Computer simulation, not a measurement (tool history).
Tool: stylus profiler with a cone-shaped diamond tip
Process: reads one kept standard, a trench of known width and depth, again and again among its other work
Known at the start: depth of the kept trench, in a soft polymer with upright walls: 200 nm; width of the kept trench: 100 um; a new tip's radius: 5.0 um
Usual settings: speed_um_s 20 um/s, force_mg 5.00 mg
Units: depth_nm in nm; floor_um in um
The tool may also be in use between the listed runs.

run,hour,speed_um_s,force_mg,depth_nm,floor_um
1,0.0,20,5.00,202.33,97.07
2,24.1,20,5.00,202.05,97.07
3,61.5,23,5.00,202.31,97.07
4,91.0,23,5.00,202.17,97.07
5,126.6,23,5.00,202.29,96.99
6,166.1,23,5.00,202.22,97.00
7,200.2,23,5.00,202.04,97.05
8,229.2,20,5.00,201.92,97.01
9,267.5,20,5.00,202.05,97.02
10,289.4,20,5.00,202.16,96.98
11,329.8,20,5.00,201.88,97.01
12,354.3,20,5.00,202.03,96.98
13,384.3,20,5.00,201.89,96.95
14,403.2,11,5.00,201.99,96.99
15,420.7,11,5.00,202.03,96.97
16,446.2,36,5.00,201.82,96.92
17,463.9,36,8.44,202.92,96.93
18,497.5,36,8.44,203.03,96.92
19,514.5,6,5.00,201.89,96.95
20,553.2,20,1.97,200.67,96.91
21,580.2,20,5.64,202.10,96.89
22,616.1,20,5.64,201.94,96.94
23,647.8,20,5.64,202.29,96.87
24,668.3,25,5.00,201.70,96.89
25,691.9,28,5.00,201.66,96.88
26,719.9,28,5.00,201.72,96.83
27,761.5,27,5.73,201.74,96.78
28,791.8,19,1.82,200.50,96.88
29,821.5,13,2.66,200.76,96.83
30,858.9,13,2.70,200.89,96.88
31,876.4,19,8.31,202.87,96.82
32,897.3,7,2.38,200.55,96.83
33,916.1,43,5.00,201.67,96.79
34,941.4,43,5.00,201.42,96.80
35,970.6,25,5.99,201.88,96.78
36,994.1,25,5.99,201.82,96.78
37,1030.7,5,4.51,201.26,96.77
38,1053.3,20,12.69,203.67,96.78
39,1084.4,19,14.55,204.02,96.77
40,1108.9,8,3.00,200.64,96.72
41,1130.5,19,5.00,201.64,96.76
42,1150.3,17,3.18,200.75,96.77
43,1173.0,18,10.29,203.00,96.75
44,1199.1,48,1.84,200.18,96.65
45,1223.7,28,4.44,201.33,96.71
46,1253.0,72,2.28,200.01,96.62
47,1284.7,49,2.81,200.47,96.65

Measured less the same run without the tool's hidden state. The same run-to-run variation is in both; the gauge's scatter may not be:
The hidden state here: radius of the tip, um; height scale over the true one, %; drift of the gauge itself on depth_nm, %; drift of the gauge itself on floor_um, %.
run,depth_nm,floor_um
1,-0.25,-0.10
2,-0.27,-0.10
3,-0.30,-0.11
4,-0.32,-0.12
5,-0.35,-0.13
6,-0.37,-0.15
7,-0.39,-0.15
8,-0.41,-0.16
9,-0.44,-0.17
10,-0.46,-0.18
11,-0.49,-0.19
12,-0.50,-0.20
13,-0.52,-0.21
14,-0.54,-0.21
15,-0.55,-0.21
16,-0.57,-0.22
17,-0.58,-0.23
18,-0.60,-0.24
19,-0.61,-0.24
20,-0.63,-0.25
21,-0.66,-0.26
22,-0.68,-0.27
23,-0.71,-0.27
24,-0.73,-0.28
25,-0.74,-0.28
26,-0.76,-0.30
27,-0.79,-0.30
28,-0.81,-0.31
29,-0.83,-0.32
30,-0.86,-0.33
31,-0.88,-0.34
32,-0.88,-0.35
33,-0.90,-0.35
34,-0.92,-0.35
35,-0.94,-0.36
36,-0.95,-0.37
37,-0.98,-0.38
38,-1.00,-0.39
39,-1.03,-0.39
40,-1.03,-0.39
41,-1.05,-0.40
42,-1.06,-0.41
43,-1.09,-0.41
44,-1.09,-0.43
45,-1.11,-0.43
46,-1.13,-0.43
47,-1.16,-0.44
